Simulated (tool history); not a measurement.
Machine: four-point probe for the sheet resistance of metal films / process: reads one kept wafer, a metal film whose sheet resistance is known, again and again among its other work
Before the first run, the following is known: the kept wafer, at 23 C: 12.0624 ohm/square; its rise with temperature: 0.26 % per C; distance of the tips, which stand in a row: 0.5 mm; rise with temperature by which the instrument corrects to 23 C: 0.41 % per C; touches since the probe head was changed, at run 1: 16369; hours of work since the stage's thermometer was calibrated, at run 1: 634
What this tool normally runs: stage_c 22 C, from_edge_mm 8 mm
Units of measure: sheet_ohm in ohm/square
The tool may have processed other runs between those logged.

run,day,stage_c,from_edge_mm,touches since the probe head was changed,hours of work since the stage's thermometer was calibrated,sheet_ohm
1,0,22,8,16369,634,12.138799
2,0.412,22,8,16562,641,12.138626
3,1.362,22,8,17009,657,12.140969
4,2.296,22,8,17447,673,12.14247
5,2.917,22,8,17738,684,12.144144
6,3.779,22,8,18144,698,12.14237
7,4.617,22,8,18536,713,12.140319
8,5.254,22,8,18836,723,12.144773
9,6.171,22,8,19267,739,12.144427
10,6.933,22,8,19625,752,12.142965
# day 6.996: stage's thermometer calibrated
11,7.612,26,12,19934,10,12.051283
12,8.254,24,15,20235,21,12.087739
13,8.729,24,19,20458,29,12.087078
14,9.204,19,68,20681,37,12.181024
15,10.104,22,14,21103,53,12.12279
16,10.858,22,13,21458,66,12.130927
# day 10.946: stage's thermometer calibrated, once more
17,11.65,20,6,21819,12,12.188892
18,12.433,20,6,22187,25,12.188776

What if the next run were any one of these 4? Each begins from the tool's condition after run 18:
A,13.004,29,47,22455,35,?
B,13.004,34,5,22455,35,?
C,13.004,32,8,22455,35,?
D,13.004,24,5,22455,35,?

run,sheet_ohm
A,11.977538
B,11.96041
C,11.951535
D,12.131358
Without the tool's unlogged condition, the same runs would have read:
run,sheet_ohm
A,11.951888
B,11.934801
C,11.925941
D,12.105397
